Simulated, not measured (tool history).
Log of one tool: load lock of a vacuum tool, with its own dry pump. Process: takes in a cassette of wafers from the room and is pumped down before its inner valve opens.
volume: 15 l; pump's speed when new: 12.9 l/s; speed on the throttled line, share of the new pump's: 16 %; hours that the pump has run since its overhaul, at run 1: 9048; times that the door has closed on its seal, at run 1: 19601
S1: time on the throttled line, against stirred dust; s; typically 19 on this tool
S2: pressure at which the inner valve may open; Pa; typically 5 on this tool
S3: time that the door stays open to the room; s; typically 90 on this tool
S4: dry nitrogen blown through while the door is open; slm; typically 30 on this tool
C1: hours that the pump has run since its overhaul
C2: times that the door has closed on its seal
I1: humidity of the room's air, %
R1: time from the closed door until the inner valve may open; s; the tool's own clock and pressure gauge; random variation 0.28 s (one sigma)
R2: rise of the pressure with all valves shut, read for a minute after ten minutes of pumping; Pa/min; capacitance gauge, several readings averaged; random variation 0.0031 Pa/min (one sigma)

Run 1, hour 0.0: usual settings; C1 9048; C2 19601; I1 44.6. Result: R1 28.8 s, R2 0.121 Pa/min.
Run 2, hour 131.2: usual settings; C1 9180; C2 19872; I1 47.4. Result: R1 28.9 s, R2 0.124 Pa/min.
Run 3, hour 367.6: usual settings; C1 9416; C2 20361; I1 49.0. Result: R1 29.2 s, R2 0.124 Pa/min.
Run 4, hour 545.5: usual settings; C1 9594; C2 20729; I1 43.9. Result: R1 29.0 s, R2 0.125 Pa/min.
Run 5, hour 864.3: usual settings; C1 9913; C2 21387; I1 46.7. Result: R1 29.2 s, R2 0.129 Pa/min.
Run 6, hour 1013.1: usual settings but S3 36 s; C1 10061; C2 21695; I1 42.4. Result: R1 29.2 s, R2 0.115 Pa/min.
Run 7, hour 1289.9: usual settings but S3 36 s; C1 10338; C2 22267; I1 43.8. Result: R1 29.2 s, R2 0.114 Pa/min.
Run 8, hour 1532.5: usual settings but S3 36 s, S4 18 slm; C1 10581; C2 22768; I1 44.4. Result: R1 29.2 s, R2 0.129 Pa/min.
Run 9, hour 1721.7: usual settings but S3 36 s, S4 18 slm; C1 10770; C2 23159; I1 43.2. Result: R1 29.2 s, R2 0.130 Pa/min.
Run 10, hour 1875.3: usual settings but S1 14 s, S3 37 s, S4 18 slm; C1 10924; C2 23476; I1 47.1. Result: R1 25.4 s, R2 0.139 Pa/min.
Run 11, hour 2184.9: usual settings but S4 35 slm; C1 11233; C2 24116; I1 46.0. Result: R1 29.2 s, R2 0.138 Pa/min.
Run 12, hour 2492.4: usual settings but S1 14 s, S2 9 Pa, S3 42 s, S4 41 slm; C1 11541; C2 24751; I1 44.3. Result: R1 24.5 s, R2 0.125 Pa/min.
Run 13, hour 2766.4: usual settings but S2 8 Pa, S3 162 s, S4 23 slm; C1 11815; C2 25318; I1 45.8. Result: R1 29.0 s, R2 0.159 Pa/min.
Run 14, hour 3002.6: usual settings but S4 20 slm; C1 12051; C2 25806; I1 45.5. Result: R1 29.7 s, R2 0.162 Pa/min.
Run 15, hour 3228.4: usual settings but S4 20 slm; C1 12277; C2 26272; I1 43.7. Result: R1 29.5 s, R2 0.158 Pa/min.
Run 16, hour 3519.0: usual settings but S3 123 s, S4 11 slm; C1 12567; C2 26873; I1 44.5. Result: R1 29.5 s, R2 0.196 Pa/min.
Run 17, hour 3739.7: usual settings but S3 231 s, S4 11 slm; C1 12788; C2 27329; I1 43.1. Result: R1 29.7 s, R2 0.209 Pa/min.

What would each run have given without the hidden state, its run-to-run variation left as it was?
The tool's hidden condition here consists of: pump's speed, % of a new pump's; leak at the door's seal, Pa l/s; drift of the gauge itself on ready_s, %; drift of the gauge itself on rise_pa_min, %.
run    R1     R2
  1  27.6  0.058
  2  27.7  0.060
  3  27.9  0.057
  4  27.7  0.057
  5  27.8  0.057
  6  27.8  0.042
  7  27.8  0.038
  8  27.7  0.050
  9  27.7  0.049
 10  23.7  0.057
 11  27.6  0.050
 12  22.9  0.034
 13  27.5  0.066
 14  28.0  0.066
 15  27.8  0.060
 16  27.8  0.093
 17  27.8  0.105
